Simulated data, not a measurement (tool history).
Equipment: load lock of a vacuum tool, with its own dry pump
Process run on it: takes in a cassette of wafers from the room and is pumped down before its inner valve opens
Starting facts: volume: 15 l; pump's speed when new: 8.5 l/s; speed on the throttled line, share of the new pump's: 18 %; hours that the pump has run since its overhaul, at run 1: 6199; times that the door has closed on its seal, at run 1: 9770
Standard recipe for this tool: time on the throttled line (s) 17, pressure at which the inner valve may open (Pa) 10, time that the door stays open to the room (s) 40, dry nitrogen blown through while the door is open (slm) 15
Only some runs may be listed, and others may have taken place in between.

run,day,time on the throttled line (s),pressure at which the inner valve may open (Pa),time that the door stays open to the room (s),dry nitrogen blown through while the door is open (slm),hours that the pump has run since its overhaul,times that the door has closed on its seal,"incoming humidity of the room's air, %",time from the closed door until the inner valve may open (s),rise of the pressure with all valves shut (Pa/min)
1,0,17,10,40,15,6199,9770,46.8,31.4,0.066
2,7.888,17,18,40,15,6388,10162,46.7,29.6,0.072
3,11.583,17,18,40,15,6477,10345,39.1,29.9,0.057
4,17.462,17,18,40,15,6618,10637,43,30.1,0.063
5,21.471,17,18,40,15,6714,10836,51.1,29.7,0.074
6,26.904,17,18,43,15,6845,11106,47.9,30.5,0.064
7,36.058,17,18,43,15,7064,11561,41.2,30,0.058
8,43.208,17,10,40,15,7236,11916,46.9,31.2,0.068
9,50.608,17,16,40,15,7414,12283,43.8,30.7,0.072
10,56.888,17,16,40,15,7564,12595,45.4,30.1,0.07
11,65.954,17,16,40,15,7782,13045,44.2,30.5,0.076
12,73.333,17,16,40,15,7959,13411,46.4,30.6,0.077
13,79.979,17,10,238,15,8118,13741,45.6,31.5,0.118
14,86.279,17,19,40,15,8270,14054,47.9,30.1,0.076
15,90.917,17,10,40,15,8381,14285,45.7,31.7,0.077
16,95.517,17,10,40,15,8491,14513,45.3,31.4,0.079
17,100.892,17,10,106,15,8620,14780,44.6,31.7,0.097
18,109.717,17,10,40,40,8832,15218,47,31.5,0.067
19,118.558,17,10,40,15,9044,15657,44.5,32.3,0.075
20,124.517,17,18,53,15,9187,15953,44.2,29.9,0.091
21,129.238,14,10,40,7,9301,16187,42.8,29.5,0.087
22,135.508,14,10,40,7,9451,16499,42.8,29,0.095
23,143.838,14,10,40,7,9651,16912,47.9,29.2,0.101
24,151.571,23,8,65,13,9837,17296,45.3,37.3,0.097
25,160.533,11,16,40,10,10052,17741,43.5,25.7,0.095
26,166.883,11,16,40,10,10204,18057,41.9,26.4,0.092
27,173.079,19,11,96,25,10353,18364,45.4,33.8,0.093

For run 28, what comes out?
28,179.712,31,11,96,4,10512,18694,44.6,?,?

time from the closed door until the inner valve may open (s): 43.6
rise of the pressure with all valves shut (Pa/min): 0.141
If the tool had no hidden condition, the same run with the same run-to-run variation would have returned time from the closed door until the inner valve may open (s) 42.4, rise of the pressure with all valves shut (Pa/min) 0.095.

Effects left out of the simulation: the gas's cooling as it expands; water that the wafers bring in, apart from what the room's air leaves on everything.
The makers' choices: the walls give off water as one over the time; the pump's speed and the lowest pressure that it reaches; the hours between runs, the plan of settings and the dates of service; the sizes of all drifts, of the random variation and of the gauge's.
